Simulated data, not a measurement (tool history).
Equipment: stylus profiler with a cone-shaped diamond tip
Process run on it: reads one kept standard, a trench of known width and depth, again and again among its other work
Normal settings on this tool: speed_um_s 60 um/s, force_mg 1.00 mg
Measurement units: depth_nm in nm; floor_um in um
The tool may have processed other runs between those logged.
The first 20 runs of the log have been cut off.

| run | hour | speed_um_s | force_mg | depth_nm | floor_um |
|---|---|---|---|---|---|
| 21 | 206.9 | 60 | 0.41 | 100.33 | 27.91 |
| 22 | 215.1 | 78 | 2.03 | 100.89 | 28.27 |
| 23 | 228.4 | 32 | 1.03 | 100.59 | 28.44 |
| 24 | 242.1 | 32 | 1.03 | 100.55 | 28.40 |
| 25 | 256.9 | 32 | 1.03 | 100.56 | 28.44 |
| 26 | 264.7 | 91 | 1.41 | 100.71 | 28.03 |
| 27 | 278.3 | 179 | 0.54 | 100.35 | 26.62 |
| 28 | 290.0 | 60 | 1.83 | 100.81 | 28.29 |
| 29 | 302.1 | 155 | 2.98 | 101.16 | 27.89 |
| 30 | 315.8 | 127 | 0.40 | 100.30 | 26.99 |

Each row is a separate what-if for the run after 30, all from the same tool condition, not one after another. Results?
| A | 325.0 | 127 | 0.44 | ? | ? |
| B | 325.0 | 32 | 2.31 | ? | ? |
| C | 325.0 | 37 | 0.40 | ? | ? |
| D | 325.0 | 127 | 0.66 | ? | ? |
| E | 325.0 | 127 | 0.99 | ? | ? |

| run | depth_nm | floor_um |
|---|---|---|
| A | 100.32 | 27.07 |
| B | 101.00 | 28.55 |
| C | 100.29 | 28.23 |
| D | 100.43 | 27.30 |
| E | 100.54 | 27.54 |
Without the tool's unlogged condition, the same runs would have read:
| run | depth_nm | floor_um |
|---|---|---|
| A | 100.29 | 27.13 |
| B | 100.97 | 28.61 |
| C | 100.26 | 28.29 |
| D | 100.40 | 27.37 |
| E | 100.51 | 27.61 |
